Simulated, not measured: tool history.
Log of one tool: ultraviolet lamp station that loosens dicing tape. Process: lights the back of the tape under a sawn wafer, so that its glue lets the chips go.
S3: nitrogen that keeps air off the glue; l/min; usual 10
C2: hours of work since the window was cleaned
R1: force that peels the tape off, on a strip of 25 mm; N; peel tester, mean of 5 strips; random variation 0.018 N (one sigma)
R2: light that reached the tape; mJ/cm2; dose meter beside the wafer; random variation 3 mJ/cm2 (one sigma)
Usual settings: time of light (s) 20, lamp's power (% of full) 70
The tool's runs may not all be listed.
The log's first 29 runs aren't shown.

run 30 hour=252.4 | time_of_light_(s)=20 lamp's_power_(%_of_full)=70 S3=6 | hours_of_work_of_the_lamp=290 C2=31 | R1=1.651 R2=360
run 31 hour=257.5 | time_of_light_(s)=20 lamp's_power_(%_of_full)=70 S3=6 | hours_of_work_of_the_lamp=293 C2=33 | R1=1.678 R2=355
-- hour=263.7 window cleaned of glue's vapour, once more
run 32 hour=270 | time_of_light_(s)=32 lamp's_power_(%_of_full)=68 S3=6 | hours_of_work_of_the_lamp=299 C2=3 | R1=0.565 R2=636
run 33 hour=277.6 | time_of_light_(s)=22 lamp's_power_(%_of_full)=73 S3=10 | hours_of_work_of_the_lamp=303 C2=7 | R1=0.769 R2=475
run 34 hour=290 | time_of_light_(s)=22 lamp's_power_(%_of_full)=73 S3=10 | hours_of_work_of_the_lamp=309 C2=14 | R1=0.803 R2=471
run 35 hour=301.9 | time_of_light_(s)=16 lamp's_power_(%_of_full)=77 S3=4 | hours_of_work_of_the_lamp=316 C2=20 | R1=2.001 R2=366
run 36 hour=312.3 | time_of_light_(s)=18 lamp's_power_(%_of_full)=62 S3=3 | hours_of_work_of_the_lamp=321 C2=25 | R1=2.672 R2=323
run 37 hour=324.3 | time_of_light_(s)=26 lamp's_power_(%_of_full)=75 S3=3 | hours_of_work_of_the_lamp=327 C2=32 | R1=1.067 R2=571
run 38 hour=332.2 | time_of_light_(s)=18 lamp's_power_(%_of_full)=75 S3=4 | hours_of_work_of_the_lamp=331 C2=36 | R1=1.761 R2=392
run 39 hour=337.9 | time_of_light_(s)=22 lamp's_power_(%_of_full)=91 S3=3 | hours_of_work_of_the_lamp=334 C2=39 | R1=1.025 R2=588
run 40 hour=347.7 | time_of_light_(s)=20 lamp's_power_(%_of_full)=75 S3=6 | hours_of_work_of_the_lamp=339 C2=44 | R1=1.186 R2=434
run 41 hour=359.3 | time_of_light_(s)=20 lamp's_power_(%_of_full)=62 S3=5 | hours_of_work_of_the_lamp=346 C2=50 | R1=1.812 R2=359
run 42 hour=370.1 | time_of_light_(s)=20 lamp's_power_(%_of_full)=62 S3=5 | hours_of_work_of_the_lamp=351 C2=55 | R1=1.872 R2=357
run 43 hour=382 | time_of_light_(s)=15 lamp's_power_(%_of_full)=93 S3=12 | hours_of_work_of_the_lamp=357 C2=62 | R1=1.004 R2=409
run 44 hour=391.6 | time_of_light_(s)=15 lamp's_power_(%_of_full)=93 S3=12 | hours_of_work_of_the_lamp=362 C2=67 | R1=1.02 R2=399

Forecast each of these 3 alternatives for the next run:
run A hour=397.5 | time_of_light_(s)=20 lamp's_power_(%_of_full)=70 S3=8 | hours_of_work_of_the_lamp=365 C2=70 | R1=? R2=?
run B hour=397.5 | time_of_light_(s)=20 lamp's_power_(%_of_full)=67 S3=10 | hours_of_work_of_the_lamp=365 C2=70 | R1=? R2=?
run C hour=397.5 | time_of_light_(s)=15 lamp's_power_(%_of_full)=82 S3=3 | hours_of_work_of_the_lamp=365 C2=70 | R1=? R2=?

run=A R1=1.233 R2=404
run=B R1=1.154 R2=386
run=C R1=2.359 R2=351
Without the tool's hidden state the same runs would have given:
run=A R1=1.008 R2=450
run=B R1=0.94 R2=431
run=C R1=2.03 R2=392

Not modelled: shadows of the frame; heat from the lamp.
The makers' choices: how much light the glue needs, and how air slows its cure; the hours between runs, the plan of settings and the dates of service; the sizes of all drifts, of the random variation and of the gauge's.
